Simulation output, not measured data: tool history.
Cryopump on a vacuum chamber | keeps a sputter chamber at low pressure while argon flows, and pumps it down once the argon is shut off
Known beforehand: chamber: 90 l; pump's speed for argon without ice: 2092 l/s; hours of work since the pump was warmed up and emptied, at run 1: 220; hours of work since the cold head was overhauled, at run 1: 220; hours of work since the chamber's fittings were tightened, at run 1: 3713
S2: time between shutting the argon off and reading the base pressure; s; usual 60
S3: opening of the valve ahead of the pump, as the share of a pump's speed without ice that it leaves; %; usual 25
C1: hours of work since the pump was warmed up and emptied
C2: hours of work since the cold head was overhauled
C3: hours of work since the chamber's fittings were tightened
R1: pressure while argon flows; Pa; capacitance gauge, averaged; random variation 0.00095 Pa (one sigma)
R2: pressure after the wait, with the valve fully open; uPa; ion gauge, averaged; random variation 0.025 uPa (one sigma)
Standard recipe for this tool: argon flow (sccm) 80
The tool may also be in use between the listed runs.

run 1 hour=0 | argon_flow_(sccm)=80 S2=60 S3=25 | C1=220 C2=220 C3=3713 | R1=0.2595 R2=1.5
run 2 hour=50 | argon_flow_(sccm)=80 S2=60 S3=25 | C1=265 C2=265 C3=3758 | R1=0.262 R2=1.51
run 3 hour=98.3 | argon_flow_(sccm)=80 S2=60 S3=25 | C1=309 C2=309 C3=3801 | R1=0.262 R2=1.54
-- hour=104.3 leaking fittings of the chamber tightened, without venting
run 4 hour=145.5 | argon_flow_(sccm)=80 S2=60 S3=25 | C1=349 C2=349 C3=37 | R1=0.2625 R2=1.24
run 5 hour=171.4 | argon_flow_(sccm)=80 S2=60 S3=25 | C1=372 C2=372 C3=60 | R1=0.2645 R2=1.24
run 6 hour=231.1 | argon_flow_(sccm)=80 S2=60 S3=36 | C1=426 C2=426 C3=114 | R1=0.1849 R2=1.24
run 7 hour=261.8 | argon_flow_(sccm)=80 S2=60 S3=36 | C1=454 C2=454 C3=141 | R1=0.1857 R2=1.25
run 8 hour=317 | argon_flow_(sccm)=80 S2=60 S3=25 | C1=503 C2=503 C3=191 | R1=0.2631 R2=1.24
run 9 hour=368.4 | argon_flow_(sccm)=80 S2=60 S3=25 | C1=549 C2=549 C3=237 | R1=0.2662 R2=1.2
run 10 hour=432.9 | argon_flow_(sccm)=80 S2=60 S3=25 | C1=607 C2=607 C3=295 | R1=0.2671 R2=1.29
-- hour=474.2 pump warmed up, emptied and cooled again
run 11 hour=474.2 | argon_flow_(sccm)=80 S2=60 S3=25 | C1=0 C2=640 C3=327 | R1=0.2596 R2=1.27
run 12 hour=525.7 | argon_flow_(sccm)=80 S2=60 S3=25 | C1=46 C2=686 C3=373 | R1=0.2574 R2=1.21
run 13 hour=583.2 | argon_flow_(sccm)=80 S2=60 S3=25 | C1=98 C2=737 C3=425 | R1=0.261 R2=1.25
run 14 hour=616.6 | argon_flow_(sccm)=80 S2=60 S3=24 | C1=128 C2=767 C3=455 | R1=0.2708 R2=1.25
run 15 hour=666 | argon_flow_(sccm)=80 S2=60 S3=24 | C1=172 C2=812 C3=499 | R1=0.2731 R2=1.27
run 16 hour=727.4 | argon_flow_(sccm)=80 S2=60 S3=38 | C1=227 C2=867 C3=554 | R1=0.1738 R2=1.27
run 17 hour=762.8 | argon_flow_(sccm)=80 S2=60 S3=33 | C1=259 C2=898 C3=586 | R1=0.2011 R2=1.26
run 18 hour=814.1 | argon_flow_(sccm)=80 S2=60 S3=33 | C1=305 C2=944 C3=632 | R1=0.1996 R2=1.27
run 19 hour=848.2 | argon_flow_(sccm)=112 S2=60 S3=19 | C1=335 C2=975 C3=663 | R1=0.4859 R2=1.23
run 20 hour=879.1 | argon_flow_(sccm)=80 S2=278 S3=15 | C1=363 C2=1003 C3=691 | R1=0.4375 R2=0.44
run 21 hour=917.9 | argon_flow_(sccm)=80 S2=278 S3=15 | C1=398 C2=1038 C3=725 | R1=0.4367 R2=0.41
run 22 hour=945.3 | argon_flow_(sccm)=80 S2=278 S3=15 | C1=423 C2=1062 C3=750 | R1=0.4375 R2=0.44
run 23 hour=990.2 | argon_flow_(sccm)=80 S2=278 S3=15 | C1=463 C2=1102 C3=790 | R1=0.4367 R2=0.44
run 24 hour=1023.1 | argon_flow_(sccm)=74 S2=96 S3=58 | C1=492 C2=1132 C3=820 | R1=0.1104 R2=0.89
run 25 hour=1085.2 | argon_flow_(sccm)=74 S2=96 S3=58 | C1=548 C2=1188 C3=875 | R1=0.1108 R2=0.95
run 26 hour=1132.4 | argon_flow_(sccm)=74 S2=60 S3=15 | C1=590 C2=1230 C3=918 | R1=0.406 R2=1.27
run 27 hour=1170.8 | argon_flow_(sccm)=74 S2=177 S3=43 | C1=625 C2=1264 C3=952 | R1=0.1477 R2=0.66
-- hour=1192.4 pump warmed up, emptied and cooled again
run 28 hour=1210.3 | argon_flow_(sccm)=44 S2=48 S3=43 | C1=16 C2=1295 C3=983 | R1=0.0836 R2=1.57
run 29 hour=1266.8 | argon_flow_(sccm)=76 S2=204 S3=36 | C1=67 C2=1346 C3=1034 | R1=0.1719 R2=0.58
run 30 hour=1297.6 | argon_flow_(sccm)=80 S2=27 S3=55 | C1=94 C2=1374 C3=1061 | R1=0.119 R2=2.62
run 31 hour=1340.2 | argon_flow_(sccm)=80 S2=27 S3=55 | C1=133 C2=1412 C3=1100 | R1=0.1203 R2=2.63
run 32 hour=1397 | argon_flow_(sccm)=80 S2=27 S3=55 | C1=184 C2=1463 C3=1151 | R1=0.1205 R2=2.61
run 33 hour=1449 | argon_flow_(sccm)=124 S2=87 S3=45 | C1=230 C2=1510 C3=1197 | R1=0.2287 R2=1.01
run 34 hour=1500.8 | argon_flow_(sccm)=55 S2=60 S3=20 | C1=277 C2=1556 C3=1244 | R1=0.2258 R2=1.33
run 35 hour=1561.6 | argon_flow_(sccm)=55 S2=201 S3=33 | C1=331 C2=1611 C3=1298 | R1=0.1382 R2=0.6

Here are 3 independent what-if runs from the current tool condition. What would each one return?
run A hour=1594.8 | argon_flow_(sccm)=51 S2=236 S3=18 | C1=361 C2=1640 C3=1328 | R1=? R2=?
run B hour=1594.8 | argon_flow_(sccm)=83 S2=38 S3=25 | C1=361 C2=1640 C3=1328 | R1=? R2=?
run C hour=1594.8 | argon_flow_(sccm)=54 S2=22 S3=19 | C1=361 C2=1640 C3=1328 | R1=? R2=?

run=A R1=0.2323 R2=0.53
run=B R1=0.2736 R2=1.97
run=C R1=0.2335 R2=3.19
The same runs, with their run-to-run variation unchanged, on a tool lacking any hidden condition would have given:
run=A R1=0.2287 R2=0.41
run=B R1=0.2676 R2=1.85
run=C R1=0.2296 R2=3.07
